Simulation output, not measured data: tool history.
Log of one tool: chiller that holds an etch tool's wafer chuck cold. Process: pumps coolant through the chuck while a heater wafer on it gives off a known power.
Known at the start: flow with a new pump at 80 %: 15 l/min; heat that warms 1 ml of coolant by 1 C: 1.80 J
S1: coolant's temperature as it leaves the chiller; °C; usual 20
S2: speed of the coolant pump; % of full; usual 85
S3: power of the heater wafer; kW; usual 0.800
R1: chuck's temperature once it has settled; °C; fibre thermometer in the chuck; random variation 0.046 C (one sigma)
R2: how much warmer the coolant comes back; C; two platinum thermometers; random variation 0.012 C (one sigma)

{"run": 1, "hour": 0.0, "S1": 20, "S2": 85, "S3": 0.8, "R1": 25.44, "R2": 1.76}
{"run": 2, "hour": 75.1, "S1": 29, "S2": 85, "S3": 0.8, "R1": 34.44, "R2": 1.79}
{"run": 3, "hour": 117.8, "S1": 14, "S2": 85, "S3": 0.8, "R1": 19.45, "R2": 1.76}
{"run": 4, "hour": 197.6, "S1": 14, "S2": 85, "S3": 0.8, "R1": 19.45, "R2": 1.75}
{"run": 5, "hour": 238.3, "S1": 20, "S2": 64, "S3": 0.8, "R1": 26.86, "R2": 2.4}
{"run": 6, "hour": 308.3, "S1": 20, "S2": 64, "S3": 0.8, "R1": 26.75, "R2": 2.4}
{"run": 7, "hour": 372.2, "S1": 20, "S2": 64, "S3": 0.8, "R1": 26.81, "R2": 2.42}
{"run": 8, "hour": 460.3, "S1": 20, "S2": 64, "S3": 0.8, "R1": 26.72, "R2": 2.42}
{"run": 9, "hour": 543.0, "S1": 14, "S2": 85, "S3": 0.8, "R1": 19.36, "R2": 1.77}
{"run": 10, "hour": 625.5, "S1": 14, "S2": 85, "S3": 0.8, "R1": 19.52, "R2": 1.76}
{"run": 11, "hour": 682.7, "S1": 20, "S2": 85, "S3": 0.8, "R1": 25.4, "R2": 1.8}
{"run": 12, "hour": 758.7, "S1": 20, "S2": 96, "S3": 0.8, "R1": 24.79, "R2": 1.56}
{"run": 13, "hour": 840.2, "S1": 20, "S2": 96, "S3": 0.8, "R1": 24.94, "R2": 1.55}
{"run": 14, "hour": 883.0, "S1": 20, "S2": 96, "S3": 0.8, "R1": 24.92, "R2": 1.57}
{"run": 15, "hour": 924.8, "S1": 20, "S2": 96, "S3": 0.8, "R1": 24.89, "R2": 1.57}
{"run": 16, "hour": 992.7, "S1": 20, "S2": 96, "S3": 0.558, "R1": 23.09, "R2": 1.08}
{"run": 17, "hour": 1065.2, "S1": 27, "S2": 71, "S3": 0.8, "R1": 33.3, "R2": 2.16}
{"run": 18, "hour": 1152.6, "S1": 21, "S2": 85, "S3": 0.694, "R1": 25.54, "R2": 1.56}
{"run": 19, "hour": 1204.6, "S1": 21, "S2": 85, "S3": 0.694, "R1": 25.57, "R2": 1.56}
{"run": 20, "hour": 1243.4, "S1": 25, "S2": 86, "S3": 0.602, "R1": 28.78, "R2": 1.35}
{"run": 21, "hour": 1309.4, "S1": 25, "S2": 86, "S3": 0.602, "R1": 28.8, "R2": 1.32}
{"hour": 1337.8, "done": "chiller's thermometer calibrated"}
{"run": 22, "hour": 1378.7, "S1": 22, "S2": 93, "S3": 1.172, "R1": 30.99, "R2": 2.38}
{"run": 23, "hour": 1471.1, "S1": 16, "S2": 85, "S3": 0.8, "R1": 22.59, "R2": 1.8}
{"run": 24, "hour": 1518.0, "S1": 12, "S2": 88, "S3": 1.084, "R1": 20.64, "R2": 2.37}
{"run": 25, "hour": 1588.6, "S1": 19, "S2": 73, "S3": 1.162, "R1": 29.62, "R2": 3.11}
{"run": 26, "hour": 1640.1, "S1": 14, "S2": 66, "S3": 0.91, "R1": 22.92, "R2": 2.71}
{"run": 27, "hour": 1708.5, "S1": 29, "S2": 63, "S3": 0.771, "R1": 36.72, "R2": 2.4}
{"run": 28, "hour": 1766.6, "S1": 11, "S2": 87, "S3": 0.8, "R1": 17.4, "R2": 1.78}
{"run": 29, "hour": 1859.9, "S1": 11, "S2": 87, "S3": 0.8, "R1": 17.46, "R2": 1.75}
{"run": 30, "hour": 1942.2, "S1": 13, "S2": 87, "S3": 0.595, "R1": 17.81, "R2": 1.32}
{"run": 31, "hour": 1987.7, "S1": 13, "S2": 87, "S3": 0.595, "R1": 17.78, "R2": 1.32}

Forecast each of these 4 alternatives for the next run:
{"run": "A", "hour": 2075.8, "S1": 30, "S2": 85, "S3": 0.8, "R1": "?", "R2": "?"}
{"run": "B", "hour": 2075.8, "S1": 22, "S2": 85, "S3": 0.8, "R1": "?", "R2": "?"}
{"run": "C", "hour": 2075.8, "S1": 12, "S2": 85, "S3": 1.059, "R1": "?", "R2": "?"}
{"run": "D", "hour": 2075.8, "S1": 20, "S2": 80, "S3": 0.428, "R1": "?", "R2": "?"}

run=A R1=36.52 R2=1.82
run=B R1=28.63 R2=1.81
run=C R1=20.75 R2=2.43
run=D R1=23.57 R2=1.05
Without the tool's hidden state the same runs would have given:
run=A R1=35.93 R2=1.66
run=B R1=28.05 R2=1.66
run=C R1=19.95 R2=2.22
run=D R1=23.28 R2=0.96
